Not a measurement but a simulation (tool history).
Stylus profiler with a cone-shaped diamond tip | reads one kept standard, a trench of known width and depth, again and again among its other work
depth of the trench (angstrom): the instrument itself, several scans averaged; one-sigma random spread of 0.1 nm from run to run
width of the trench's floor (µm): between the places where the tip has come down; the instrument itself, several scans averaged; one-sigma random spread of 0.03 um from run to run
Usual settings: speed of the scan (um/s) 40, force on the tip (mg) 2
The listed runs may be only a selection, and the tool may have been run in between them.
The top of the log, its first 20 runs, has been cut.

run,hour,speed of the scan (um/s),force on the tip (mg),depth of the trench (angstrom),width of the trench's floor (µm)
21,1888.8,13,2.38,2025.8,97.71
22,1995.4,46,1.31,2016.7,97.57
23,2100.6,46,1.31,2014.8,97.53
24,2168.5,46,1.31,2014.8,97.49
25,2295.9,46,1.31,2012.7,97.49
26,2399.2,123,1.88,2019.6,97.15
27,2505,123,1.88,2018.4,97.18
28,2597.8,123,1.88,2018.7,97.14
29,2722,26,4.58,2034.9,97.53
30,2802.5,87,3.51,2029.5,97.34
31,2888.3,13,0.71,2005.8,97.52
32,3008.8,107,0.96,2007.8,96.96
33,3133.3,40,0.98,2007.4,97.37

Expected results for the next run?
34,3207.6,28,3.74,?,?

{"run 34": {"depth of the trench (angstrom)": 2031.1, "width of the trench's floor (µm)": 97.47}}
Without the tool's hidden state the same run would have given depth of the trench (angstrom) 2038.5, width of the trench's floor (µm) 98.15.
